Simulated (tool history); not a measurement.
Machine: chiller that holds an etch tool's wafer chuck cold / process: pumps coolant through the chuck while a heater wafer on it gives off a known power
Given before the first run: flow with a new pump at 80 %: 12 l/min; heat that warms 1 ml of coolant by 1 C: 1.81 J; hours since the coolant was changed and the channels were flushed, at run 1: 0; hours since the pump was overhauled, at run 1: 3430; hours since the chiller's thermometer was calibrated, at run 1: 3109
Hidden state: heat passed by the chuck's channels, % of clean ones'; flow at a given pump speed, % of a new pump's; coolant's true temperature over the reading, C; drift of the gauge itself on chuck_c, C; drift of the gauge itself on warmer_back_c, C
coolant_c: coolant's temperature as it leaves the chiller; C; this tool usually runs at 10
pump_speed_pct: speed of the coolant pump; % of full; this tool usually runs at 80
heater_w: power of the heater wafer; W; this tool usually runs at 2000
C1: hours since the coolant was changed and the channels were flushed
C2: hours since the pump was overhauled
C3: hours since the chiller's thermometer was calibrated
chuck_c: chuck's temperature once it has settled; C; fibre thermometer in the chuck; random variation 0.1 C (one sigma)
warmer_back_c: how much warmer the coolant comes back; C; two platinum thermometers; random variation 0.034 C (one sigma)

run 1 hour=0.0 | coolant_c=10 pump_speed_pct=80 heater_w=2000 | C1=0 C2=3430 C3=3109 | chuck_c=36.2 warmer_back_c=5.81
run 2 hour=53.9 | coolant_c=10 pump_speed_pct=80 heater_w=2000 | C1=54 C2=3484 C3=3163 | chuck_c=36.4 warmer_back_c=5.83
run 3 hour=149.1 | coolant_c=10 pump_speed_pct=80 heater_w=2000 | C1=149 C2=3579 C3=3258 | chuck_c=36.4 warmer_back_c=5.84
run 4 hour=214.6 | coolant_c=10 pump_speed_pct=80 heater_w=2000 | C1=215 C2=3644 C3=3324 | chuck_c=36.2 warmer_back_c=5.92
-- hour=276.3 chiller's thermometer calibrated
run 5 hour=279.2 | coolant_c=10 pump_speed_pct=80 heater_w=2000 | C1=278 C2=3708 C3=3 | chuck_c=36.1 warmer_back_c=5.80
run 6 hour=349.9 | coolant_c=10 pump_speed_pct=80 heater_w=2000 | C1=349 C2=3779 C3=74 | chuck_c=36.3 warmer_back_c=5.92
run 7 hour=429.8 | coolant_c=10 pump_speed_pct=80 heater_w=1153 | C1=429 C2=3859 C3=154 | chuck_c=25.2 warmer_back_c=3.41
run 8 hour=491.4 | coolant_c=10 pump_speed_pct=80 heater_w=1153 | C1=490 C2=3920 C3=215 | chuck_c=25.4 warmer_back_c=3.43
run 9 hour=558.7 | coolant_c=10 pump_speed_pct=80 heater_w=2000 | C1=558 C2=3987 C3=282 | chuck_c=36.3 warmer_back_c=5.78
run 10 hour=653.9 | coolant_c=10 pump_speed_pct=84 heater_w=2000 | C1=653 C2=4083 C3=378 | chuck_c=35.4 warmer_back_c=5.60
run 11 hour=728.5 | coolant_c=10 pump_speed_pct=84 heater_w=2000 | C1=728 C2=4157 C3=452 | chuck_c=35.4 warmer_back_c=5.62
run 12 hour=808.7 | coolant_c=10 pump_speed_pct=80 heater_w=2000 | C1=808 C2=4237 C3=532 | chuck_c=36.8 warmer_back_c=5.87
run 13 hour=900.8 | coolant_c=10 pump_speed_pct=80 heater_w=2000 | C1=900 C2=4330 C3=625 | chuck_c=36.6 warmer_back_c=5.90
run 14 hour=1005.0 | coolant_c=10 pump_speed_pct=80 heater_w=2000 | C1=1004 C2=4434 C3=729 | chuck_c=36.9 warmer_back_c=5.95
run 15 hour=1099.8 | coolant_c=10 pump_speed_pct=80 heater_w=2000 | C1=1099 C2=4529 C3=824 | chuck_c=36.6 warmer_back_c=5.93
run 16 hour=1203.3 | coolant_c=10 pump_speed_pct=80 heater_w=2000 | C1=1202 C2=4632 C3=927 | chuck_c=37.1 warmer_back_c=5.94
run 17 hour=1251.9 | coolant_c=10 pump_speed_pct=80 heater_w=2000 | C1=1251 C2=4681 C3=976 | chuck_c=36.9 warmer_back_c=5.91
run 18 hour=1331.1 | coolant_c=10 pump_speed_pct=80 heater_w=2000 | C1=1330 C2=4760 C3=1055 | chuck_c=36.9 warmer_back_c=5.90
run 19 hour=1384.8 | coolant_c=10 pump_speed_pct=80 heater_w=2333 | C1=1384 C2=4814 C3=1108 | chuck_c=41.4 warmer_back_c=6.90
run 20 hour=1460.3 | coolant_c=10 pump_speed_pct=80 heater_w=2333 | C1=1459 C2=4889 C3=1184 | chuck_c=41.6 warmer_back_c=6.93
run 21 hour=1538.7 | coolant_c=5 pump_speed_pct=63 heater_w=1250 | C1=1538 C2=4967 C3=1262 | chuck_c=25.8 warmer_back_c=4.66
run 22 hour=1602.8 | coolant_c=10 pump_speed_pct=64 heater_w=1410 | C1=1602 C2=5032 C3=1327 | chuck_c=33.1 warmer_back_c=5.20
run 23 hour=1648.5 | coolant_c=4 pump_speed_pct=96 heater_w=2233 | C1=1647 C2=5077 C3=1372 | chuck_c=30.0 warmer_back_c=5.64
run 24 hour=1712.8 | coolant_c=6 pump_speed_pct=87 heater_w=2061 | C1=1712 C2=5142 C3=1437 | chuck_c=32.2 warmer_back_c=5.69
run 25 hour=1807.3 | coolant_c=10 pump_speed_pct=80 heater_w=2611 | C1=1806 C2=5236 C3=1531 | chuck_c=45.5 warmer_back_c=7.83
run 26 hour=1861.1 | coolant_c=3 pump_speed_pct=79 heater_w=2000 | C1=1860 C2=5290 C3=1585 | chuck_c=30.6 warmer_back_c=6.08
run 27 hour=1941.4 | coolant_c=3 pump_speed_pct=79 heater_w=2005 | C1=1940 C2=5370 C3=1665 | chuck_c=30.7 warmer_back_c=6.08
run 28 hour=2019.0 | coolant_c=19 pump_speed_pct=100 heater_w=2000 | C1=2018 C2=5448 C3=1743 | chuck_c=41.8 warmer_back_c=4.81
run 29 hour=2123.6 | coolant_c=18 pump_speed_pct=80 heater_w=2101 | C1=2123 C2=5552 C3=1847 | chuck_c=46.9 warmer_back_c=6.34
run 30 hour=2185.3 | coolant_c=11 pump_speed_pct=80 heater_w=2856 | C1=2184 C2=5614 C3=1909 | chuck_c=50.3 warmer_back_c=8.62
run 31 hour=2247.7 | coolant_c=5 pump_speed_pct=95 heater_w=1746 | C1=2247 C2=5676 C3=1971 | chuck_c=26.1 warmer_back_c=4.42
run 32 hour=2317.2 | coolant_c=12 pump_speed_pct=68 heater_w=1091 | C1=2316 C2=5746 C3=2041 | chuck_c=29.3 warmer_back_c=3.83
run 33 hour=2372.5 | coolant_c=19 pump_speed_pct=77 heater_w=1297 | C1=2372 C2=5801 C3=2096 | chuck_c=37.5 warmer_back_c=4.11

Predict each of these 3 candidate next runs independently; none follows another, all start after run 33:
run A hour=2443.2 | coolant_c=17 pump_speed_pct=80 heater_w=2391 | C1=2442 C2=5872 C3=2167 | chuck_c=? warmer_back_c=?
run B hour=2443.2 | coolant_c=2 pump_speed_pct=63 heater_w=1297 | C1=2442 C2=5872 C3=2167 | chuck_c=? warmer_back_c=?
run C hour=2443.2 | coolant_c=2 pump_speed_pct=91 heater_w=2000 | C1=2442 C2=5872 C3=2167 | chuck_c=? warmer_back_c=?

run=A chuck_c=50.1 warmer_back_c=7.29
run=B chuck_c=24.0 warmer_back_c=4.92
run=C chuck_c=26.9 warmer_back_c=5.37
With no hidden state in the tool, these same runs would have given:
run=A chuck_c=46.3 warmer_back_c=6.65
run=B chuck_c=21.4 warmer_back_c=4.48
run=C chuck_c=24.1 warmer_back_c=4.90

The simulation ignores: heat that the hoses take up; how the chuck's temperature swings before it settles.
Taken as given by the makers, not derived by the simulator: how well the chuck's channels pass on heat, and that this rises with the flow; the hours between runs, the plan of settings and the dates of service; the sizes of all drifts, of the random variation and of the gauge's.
